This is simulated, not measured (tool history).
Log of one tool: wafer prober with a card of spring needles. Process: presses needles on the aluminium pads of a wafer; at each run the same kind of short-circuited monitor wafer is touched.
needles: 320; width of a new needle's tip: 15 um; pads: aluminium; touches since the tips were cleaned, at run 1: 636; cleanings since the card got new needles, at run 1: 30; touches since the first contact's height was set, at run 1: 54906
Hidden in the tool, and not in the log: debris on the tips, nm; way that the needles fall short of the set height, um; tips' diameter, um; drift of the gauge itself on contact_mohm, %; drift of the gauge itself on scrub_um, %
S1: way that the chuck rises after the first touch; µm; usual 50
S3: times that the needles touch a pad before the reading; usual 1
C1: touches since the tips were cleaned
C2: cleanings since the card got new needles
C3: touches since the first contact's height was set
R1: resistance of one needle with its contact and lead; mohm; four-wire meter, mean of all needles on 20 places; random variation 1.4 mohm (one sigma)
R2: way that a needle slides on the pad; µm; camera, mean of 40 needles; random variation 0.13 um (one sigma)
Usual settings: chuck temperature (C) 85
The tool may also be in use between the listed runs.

run 1 day=0 | S1=50 chuck_temperature_(C)=85 S3=1 | C1=636 C2=30 C3=54906 | R1=132 R2=9.46
-- day=0.083 tips cleaned on abrasive film
-- day=0.221 tips cleaned on abrasive film
run 2 day=0.325 | S1=50 chuck_temperature_(C)=85 S3=1 | C1=1586 C2=32 C3=59784 | R1=143 R2=9.44
-- day=0.354 tips cleaned on abrasive film
-- day=0.467 tips cleaned on abrasive film
-- day=0.604 tips cleaned on abrasive film
-- day=0.742 tips cleaned on abrasive film
run 3 day=0.762 | S1=50 chuck_temperature_(C)=55 S3=1 | C1=337 C2=36 C3=66289 | R1=125 R2=9.37
-- day=0.875 tips cleaned on abrasive film
-- day=1.012 tips cleaned on abrasive film
-- day=1.121 tips cleaned on abrasive film
run 4 day=1.158 | S1=50 chuck_temperature_(C)=32 S3=1 | C1=534 C2=39 C3=72183 | R1=130 R2=9.45
-- day=1.242 tips cleaned on abrasive film
-- day=1.379 tips cleaned on abrasive film
-- day=1.517 tips cleaned on abrasive film
-- day=1.625 tips cleaned on abrasive film
run 5 day=1.658 | S1=50 chuck_temperature_(C)=35 S3=1 | C1=469 C2=43 C3=79653 | R1=129 R2=9.28
-- day=1.742 tips cleaned on abrasive film
-- day=1.854 tips cleaned on abrasive film
-- day=1.962 tips cleaned on abrasive film
run 6 day=1.988 | S1=50 chuck_temperature_(C)=35 S3=1 | C1=398 C2=46 C3=84596 | R1=127 R2=9.08
-- day=2.1 tips cleaned on abrasive film
-- day=2.238 tips cleaned on abrasive film
-- day=2.35 tips cleaned on abrasive film
run 7 day=2.45 | S1=50 chuck_temperature_(C)=35 S3=1 | C1=1577 C2=49 C3=91538 | R1=145 R2=9.13
-- day=2.483 tips cleaned on abrasive film
-- day=2.592 tips cleaned on abrasive film
-- day=2.729 tips cleaned on abrasive film
-- day=2.842 tips cleaned on abrasive film
-- day=2.979 tips cleaned on abrasive film
-- day=3.088 tips cleaned on abrasive film
run 8 day=3.104 | S1=50 chuck_temperature_(C)=85 S3=1 | C1=244 C2=55 C3=101252 | R1=133 R2=9.16
-- day=3.217 tips cleaned on abrasive film
-- day=3.329 tips cleaned on abrasive film
run 9 day=3.417 | S1=43 chuck_temperature_(C)=85 S3=1 | C1=1390 C2=57 C3=105944 | R1=156 R2=7.49
-- day=3.45 tips cleaned on abrasive film
-- day=3.588 tips cleaned on abrasive film
-- day=3.696 tips cleaned on abrasive film
-- day=3.833 tips cleaned on abrasive film
run 10 day=3.871 | S1=43 chuck_temperature_(C)=85 S3=1 | C1=567 C2=61 C3=112682 | R1=149 R2=7.49
-- day=3.954 tips cleaned on abrasive film
-- day=4.067 tips cleaned on abrasive film
run 11 day=4.138 | S1=50 chuck_temperature_(C)=85 S3=1 | C1=1100 C2=63 C3=116670 | R1=146 R2=8.65
-- day=4.196 tips cleaned on abrasive film
-- day=4.304 tips cleaned on abrasive film
-- day=4.417 tips cleaned on abrasive film
-- day=4.554 tips cleaned on abrasive film
run 12 day=4.617 | S1=50 chuck_temperature_(C)=85 S3=1 | C1=949 C2=67 C3=123810 | R1=147 R2=8.64
-- day=4.675 tips cleaned on abrasive film
-- day=4.812 tips cleaned on abrasive film
run 13 day=4.879 | S1=50 chuck_temperature_(C)=85 S3=1 | C1=1031 C2=69 C3=127719 | R1=147 R2=8.53
-- day=4.933 tips cleaned on abrasive film
-- day=5.046 tips cleaned on abrasive film
-- day=5.158 tips cleaned on abrasive film
run 14 day=5.233 | S1=50 chuck_temperature_(C)=85 S3=1 | C1=1147 C2=72 C3=132994 | R1=150 R2=8.67
-- day=5.288 tips cleaned on abrasive film
-- day=5.4 tips cleaned on abrasive film
-- day=5.538 tips cleaned on abrasive film
run 15 day=5.642 | S1=50 chuck_temperature_(C)=85 S3=1 | C1=1621 C2=75 C3=139156 | R1=154 R2=8.37
-- day=5.675 tips cleaned on abrasive film
-- day=5.812 tips cleaned on abrasive film
-- day=5.95 tips cleaned on abrasive film
-- day=6.058 tips cleaned on abrasive film
-- day=6.196 tips cleaned on abrasive film
run 16 day=6.212 | S1=36 chuck_temperature_(C)=85 S3=2 | C1=262 C2=80 C3=147648 | R1=153 R2=5.6
-- day=6.325 tips cleaned on abrasive film
-- day=6.462 tips cleaned on abrasive film
-- day=6.575 tips cleaned on abrasive film
run 17 day=6.679 | S1=36 chuck_temperature_(C)=85 S3=2 | C1=1618 C2=83 C3=154631 | R1=183 R2=5.34
-- day=6.708 tips cleaned on abrasive film
-- day=6.846 tips cleaned on abrasive film
run 18 day=6.95 | S1=36 chuck_temperature_(C)=85 S3=2 | C1=1615 C2=85 C3=158715 | R1=180 R2=5.51
-- day=6.983 tips cleaned on abrasive film
-- day=7.121 tips cleaned on abrasive film
run 19 day=7.221 | S1=36 chuck_temperature_(C)=85 S3=2 | C1=1530 C2=87 C3=162722 | R1=187 R2=5.3
-- day=7.25 tips cleaned on abrasive film
-- day=7.388 tips cleaned on abrasive film
-- day=7.525 tips cleaned on abrasive film
run 20 day=7.525 | S1=36 chuck_temperature_(C)=28 S3=1 | C1=0 C2=90 C3=167235 | R1=140 R2=5.3
-- day=7.633 tips cleaned on abrasive film
-- day=7.771 tips cleaned on abrasive film
-- day=7.883 tips cleaned on abrasive film
-- day=8.021 tips cleaned on abrasive film
run 21 day=8.054 | S1=36 chuck_temperature_(C)=52 S3=2 | C1=487 C2=94 C3=175150 | R1=160 R2=5.14
-- day=8.138 tips cleaned on abrasive film
-- day=8.275 tips cleaned on abrasive film
-- day=8.383 tips cleaned on abrasive film
-- day=8.496 tips cleaned on abrasive film
-- day=8.608 tips cleaned on abrasive film
run 22 day=8.612 | S1=34 chuck_temperature_(C)=52 S3=2 | C1=88 C2=99 C3=183479 | R1=155 R2=4.62
-- day=8.725 tips cleaned on abrasive film
-- day=8.862 tips cleaned on abrasive film
-- day=8.975 tips cleaned on abrasive film
-- day=9.112 tips cleaned on abrasive film
run 23 day=9.167 | S1=32 chuck_temperature_(C)=66 S3=1 | C1=865 C2=103 C3=191772 | R1=230 R2=4.15
-- day=9.225 tips cleaned on abrasive film
-- day=9.338 tips cleaned on abrasive film
-- day=9.475 tips cleaned on abrasive film
-- day=9.583 tips cleaned on abrasive film
-- day=9.696 tips cleaned on abrasive film
-- day=9.808 tips cleaned on abrasive film
run 24 day=9.812 | S1=32 chuck_temperature_(C)=66 S3=1 | C1=92 C2=109 C3=201359 | R1=172 R2=4.17
-- day=9.925 tips cleaned on abrasive film
-- day=10.033 tips cleaned on abrasive film
run 25 day=10.129 | S1=51 chuck_temperature_(C)=66 S3=1 | C1=1439 C2=111 C3=206102 | R1=163 R2=7.53
-- day=10.158 tips cleaned on abrasive film
-- day=10.296 tips cleaned on abrasive film
-- day=10.433 tips cleaned on abrasive film
-- day=10.571 tips cleaned on abrasive film
run 26 day=10.642 | S1=51 chuck_temperature_(C)=66 S3=1 | C1=1084 C2=115 C3=213762 | R1=157 R2=7.61
-- day=10.7 tips cleaned on abrasive film
-- day=10.808 tips cleaned on abrasive film
-- day=10.921 tips cleaned on abrasive film
-- day=11.058 tips cleaned on abrasive film
-- day=11.071 height of the first contact set anew
run 27 day=11.15 | S1=47 chuck_temperature_(C)=85 S3=2 | C1=1228 C2=119 C3=1228 | R1=141 R2=9.56
-- day=11.208 tips cleaned on abrasive film
-- day=11.317 tips cleaned on abrasive film
-- day=11.429 tips cleaned on abrasive film
-- day=11.567 tips cleaned on abrasive film
run 28 day=11.662 | S1=66 chuck_temperature_(C)=48 S3=3 | C1=1489 C2=123 C3=8908 | R1=120 R2=13.28

Hidden state or all else? Some run-to-run changes of R1, split into what the settings, what came in and random variation would give without the hidden state, and what is left for the hidden state (with any gauge scatter that isn't in both results):
Run 22 -> 23: S1 34 -> 32, chuck temperature (C) 52 -> 66, S3 2 -> 1, tips cleaned on abrasive film, tips cleaned on abrasive film, tips cleaned on abrasive film, tips cleaned on abrasive film. R1 +75 mohm: hidden state +72, all else +3.
Run 23 -> 24: tips cleaned on abrasive film, tips cleaned on abrasive film, tips cleaned on abrasive film, tips cleaned on abrasive film, tips cleaned on abrasive film, tips cleaned on abrasive film. R1 -58 mohm: hidden state -57, all else -1.
